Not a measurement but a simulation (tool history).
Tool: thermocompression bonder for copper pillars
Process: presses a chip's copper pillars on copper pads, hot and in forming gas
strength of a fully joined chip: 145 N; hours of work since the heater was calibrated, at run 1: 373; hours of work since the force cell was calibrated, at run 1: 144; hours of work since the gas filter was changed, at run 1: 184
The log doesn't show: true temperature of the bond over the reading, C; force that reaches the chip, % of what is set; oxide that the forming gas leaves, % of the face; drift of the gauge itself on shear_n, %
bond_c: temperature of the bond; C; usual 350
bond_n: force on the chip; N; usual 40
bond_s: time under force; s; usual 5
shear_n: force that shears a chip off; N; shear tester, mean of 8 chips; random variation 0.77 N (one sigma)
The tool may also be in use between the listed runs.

run	day	bond_c	bond_n	bond_s	hours of work since the heater was calibrated	hours of work since the force cell was calibrated	hours of work since the gas filter was changed	shear_n
1	0	350	40	5	373	144	184	74.4
# day 0.392: forming gas filter changed
2	0.7	350	40	5	384	156	5	72.8
3	1.575	350	40	5	398	170	19	74
4	2.35	350	40	5	411	182	32	73.2
5	3.358	343	40	5	427	199	48	69
6	3.8	343	40	5	434	206	55	70
7	4.671	343	40	5	448	220	69	69.2
8	5.658	343	40	5	464	236	86	69.7
9	6.15	343	40	5	472	244	94	68.2

Forecast run 10:
10	6.617	350	58	5	480	252	101	?

Run 10 gave shear_n 100.9 N.
Without the tool's hidden state the same run would have given shear_n 100.8 N.
